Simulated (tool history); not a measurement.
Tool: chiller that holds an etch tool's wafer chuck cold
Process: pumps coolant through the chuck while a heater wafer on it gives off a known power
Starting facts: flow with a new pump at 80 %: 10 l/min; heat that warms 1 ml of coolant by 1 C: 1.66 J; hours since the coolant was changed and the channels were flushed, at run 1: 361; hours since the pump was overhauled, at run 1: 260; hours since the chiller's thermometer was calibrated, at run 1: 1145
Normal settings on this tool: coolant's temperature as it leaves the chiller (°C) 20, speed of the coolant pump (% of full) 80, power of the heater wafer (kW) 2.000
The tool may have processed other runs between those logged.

run	hour	coolant's temperature as it leaves the chiller (°C)	speed of the coolant pump (% of full)	power of the heater wafer (kW)	hours since the coolant was changed and the channels were flushed	hours since the pump was overhauled	hours since the chiller's thermometer was calibrated	chuck's temperature once it has settled (°C)	how much warmer the coolant comes back (C)
1	0.0	20	80	2.000	361	260	1145	36.7	7.25
2	104.0	20	80	2.000	465	364	1249	36.8	7.27
3	201.3	20	80	2.000	563	462	1347	36.9	7.32
4	260.1	20	80	2.000	621	520	1405	37.0	7.33
5	364.2	20	63	2.000	725	624	1510	41.2	9.45
6	451.5	20	63	2.000	813	712	1597	41.3	9.47
7	551.0	20	63	2.000	912	811	1696	41.4	9.55
8	611.8	20	63	2.000	973	872	1757	41.3	9.56
9	698.3	20	80	2.000	1060	959	1844	37.3	7.32
10	778.0	20	80	2.000	1139	1038	1923	37.4	7.36
11	826.8	20	80	2.000	1188	1087	1972	37.3	7.38
12	880.1	20	80	2.340	1241	1140	2025	40.1	8.61
13	942.9	20	80	2.340	1304	1203	2088	40.2	8.62
14	1024.4	16	80	2.340	1386	1285	2170	36.2	8.55
15	1085.0	16	80	2.340	1446	1345	2230	36.2	8.68
16	1186.4	20	80	2.000	1548	1447	2332	37.5	7.39
17	1247.8	10	89	2.000	1609	1508	2393	25.9	6.59
18	1313.2	11	69	2.141	1674	1573	2459	32.6	9.36
19	1404.4	11	97	2.571	1766	1665	2550	30.0	7.86
# hour 1410.3: chiller's thermometer calibrated
20	1501.0	11	97	2.571	1861	1760	91	29.8	7.82
21	1567.0	11	95	1.381	1927	1826	157	21.7	4.35
22	1671.2	11	95	1.381	2031	1930	261	21.7	4.25
23	1738.7	23	80	2.112	2099	1998	328	41.9	7.88
24	1802.8	23	80	2.112	2163	2062	392	41.8	7.97
25	1910.6	23	80	2.112	2271	2170	500	41.8	7.97
26	1959.9	25	76	1.110	2320	2219	550	35.7	4.40
# hour 1980.2: chiller's thermometer calibrated, once more
27	2014.1	18	73	1.096	2373	2272	34	28.4	4.55
28	2097.5	29	76	1.202	2457	2356	117	40.1	4.84
29	2149.7	20	61	2.000	2509	2408	169	42.6	10.12
30	2215.5	10	94	2.284	2575	2474	235	27.1	7.27

Run 31 has not been measured yet. What should we expect?
31	2314.1	10	99	2.838	2673	2572	334	?	?

{"run 31": {"chuck's temperature once it has settled (°C)": 30.4, "how much warmer the coolant comes back (C)": 8.55}}
Had the tool carried no hidden state, the very same run would have given chuck's temperature once it has settled (°C) 29.1, how much warmer the coolant comes back (C) 8.16.

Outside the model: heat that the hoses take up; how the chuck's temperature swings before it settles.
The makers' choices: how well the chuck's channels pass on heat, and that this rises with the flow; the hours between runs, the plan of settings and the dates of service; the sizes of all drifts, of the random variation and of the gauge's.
